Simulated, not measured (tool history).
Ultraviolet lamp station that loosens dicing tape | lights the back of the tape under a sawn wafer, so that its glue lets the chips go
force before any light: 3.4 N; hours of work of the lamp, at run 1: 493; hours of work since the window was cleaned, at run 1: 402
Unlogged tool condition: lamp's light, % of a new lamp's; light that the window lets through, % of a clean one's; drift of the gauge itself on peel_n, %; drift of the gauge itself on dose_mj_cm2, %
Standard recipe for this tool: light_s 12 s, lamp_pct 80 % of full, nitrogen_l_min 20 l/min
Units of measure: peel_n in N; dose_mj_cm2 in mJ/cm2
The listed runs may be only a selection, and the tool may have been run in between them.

run   hour  light_s  lamp_pct  nitrogen_l_min  hours of work of the lamp  hours of work since the window was cleaned  peel_n  dose_mj_cm2
  1    0.0       12        80              20                        493                                         402   0.313          219
  2   27.7       12        80              26                        510                                         418   0.305          222
  3   52.8       12        91              26                        525                                         433   0.250          249
  4   67.2       12        91              26                        533                                         442   0.252          249
  5   89.3       12        91              26                        546                                         455   0.242          248
  6  109.3       12        91              26                        558                                         466   0.261          243
  7  139.5        8        79              24                        576                                         484   0.620          143
  8  159.7       19        80               7                        587                                         496   0.284          345
  9  187.4       19        80               7                        604                                         512   0.287          339
 10  207.6       19        80               7                        616                                         524   0.297          338
 11  222.1       14        69              39                        624                                         533   0.273          213

What if the next run were any one of these 3? Each begins from the tool's condition after run 11:
  A  252.9       13        88              19                        642                                         551       ?            ?
  B  252.9       22        69              18                        642                                         551       ?            ?
  C  252.9       12        98              35                        642                                         551       ?            ?

run  peel_n  dose_mj_cm2
  A   0.270          253
  B   0.195          329
  C   0.220          262
Stripped of hidden state, with their random variation kept, the same runs would have yielded:
run  peel_n  dose_mj_cm2
  A   0.202          314
  B   0.164          409
  C   0.177          325

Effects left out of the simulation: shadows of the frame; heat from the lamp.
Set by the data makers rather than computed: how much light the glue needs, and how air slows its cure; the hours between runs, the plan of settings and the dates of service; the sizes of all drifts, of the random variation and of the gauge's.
